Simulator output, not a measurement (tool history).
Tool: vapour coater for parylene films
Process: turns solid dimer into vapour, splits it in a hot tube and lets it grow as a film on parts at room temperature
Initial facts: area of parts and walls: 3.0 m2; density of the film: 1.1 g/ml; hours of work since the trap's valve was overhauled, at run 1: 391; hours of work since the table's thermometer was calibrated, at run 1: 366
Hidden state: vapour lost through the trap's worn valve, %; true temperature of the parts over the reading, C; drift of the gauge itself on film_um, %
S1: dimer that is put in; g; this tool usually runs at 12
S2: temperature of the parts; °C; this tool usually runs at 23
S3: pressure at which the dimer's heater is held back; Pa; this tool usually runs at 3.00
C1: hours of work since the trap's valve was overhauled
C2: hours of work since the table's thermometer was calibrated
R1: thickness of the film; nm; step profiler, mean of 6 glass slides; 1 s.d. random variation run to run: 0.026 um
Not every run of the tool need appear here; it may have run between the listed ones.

run   hour  S1  S2     S3   C1   C2    R1
  1    0.0  12  23   3.00  391  366  1810
  2   15.9  12  23   3.00  398  373  1840
  3   36.7  12  23   3.00  407  382  1840
  4   46.3  12  23   3.00  411  387  1800
  5   56.2  12  23   3.00  416  391  1790
      66.9  -- trap's valve overhauled
  6   77.2  12  19   3.00    5  399  1940
  7   93.6  12  23   3.67   12  406  1600
  8  108.5  12  23   3.67   19  413  1580
     117.3  -- trap's valve overhauled, once more
  9  126.2  12  23   3.67    4  419  2020
 10  146.4   6  23   3.00   13  428  1050
 11  159.0   6  23   3.00   19  433  1010
 12  178.1  12  29   3.00   27  442  1580
 13  198.2  10  23   3.00   36  451  1700
 14  218.0  12  23   3.00   45  460  2020
 15  230.3  12  23   3.00   50  465  2070
 16  238.7  12  23   3.00   54  469  2010
 17  249.6  12  22   3.00   59  474  2110
 18  267.6  12  22   3.00   67  482  2070
 19  276.9  12  22   3.00   71  486  2110
 20  295.3  12  23   3.00   79  494  2000
 21  311.4  12  23   3.00   87  501  2000
 22  331.5  21  23   3.00   96  510  3450
 23  349.5  21  23   3.00  104  518  3490
 24  363.2   6  22   3.00  110  524   970
 25  372.5   6  22   3.00  114  529  1030
 26  383.2   6  22   3.00  119  533  1060
 27  397.6   6  22   3.00  125  540   990
 28  409.2  12  23   3.27  130  545  2010
 29  429.6  12  23   3.27  139  554  2010
 30  448.2   9  25   3.91  148  562  1320
 31  458.8   9  32   3.91  152  567  1000
 32  474.2   6  21   3.00  159  574  1110
 33  484.3  16  23   4.87  164  578  2470
 34  495.6  12  23  10.42  169  584  1770
 35  506.0  12  23  10.42  173  588  1790
 36  520.0   7  23  10.42  180  594  1040
 37  529.5  12  23   3.19  184  599  1980
 38  540.9   6  23   3.00  189  604   940
 39  551.2  13  26   3.00  194  608  1900
 40  567.7  13  26   3.00  201  616  1860
 41  579.2  13  26   3.00  206  621  1900
 42  595.7  18  24   4.23  214  628  2730
 43  611.7   9  24  10.94  221  635  1270
 44  631.6   9  24  10.94  230  644  1280
 45  646.0  21  35   2.06  236  651  2120

Pick out some run-to-run changes in R1. Of each, how much would a tool without hidden state show as well, from the settings, what came in and chance, and how much is left for the hidden state and any gauge scatter not in both results compared?
Run 5 -> 6: S2 23 -> 19, trap's valve overhauled. R1 +150 nm: hidden state -260, all else +410.
Run 6 -> 7: S2 19 -> 23, S3 3.00 -> 3.67. R1 -340 nm: hidden state +90, all else -430.
Run 8 -> 9: trap's valve overhauled, once more. R1 +440 nm: hidden state +430, all else +10.
Run 21 -> 22: S1 12 -> 21. R1 +1450 nm: hidden state -50, all else +1500.
Run 23 -> 24: S1 21 -> 6, S2 23 -> 22. R1 -2520 nm: hidden state +80, all else -2600.
Run 42 -> 43: S1 18 -> 9, S3 4.23 -> 10.94. R1 -1460 nm: hidden state +90, all else -1550.

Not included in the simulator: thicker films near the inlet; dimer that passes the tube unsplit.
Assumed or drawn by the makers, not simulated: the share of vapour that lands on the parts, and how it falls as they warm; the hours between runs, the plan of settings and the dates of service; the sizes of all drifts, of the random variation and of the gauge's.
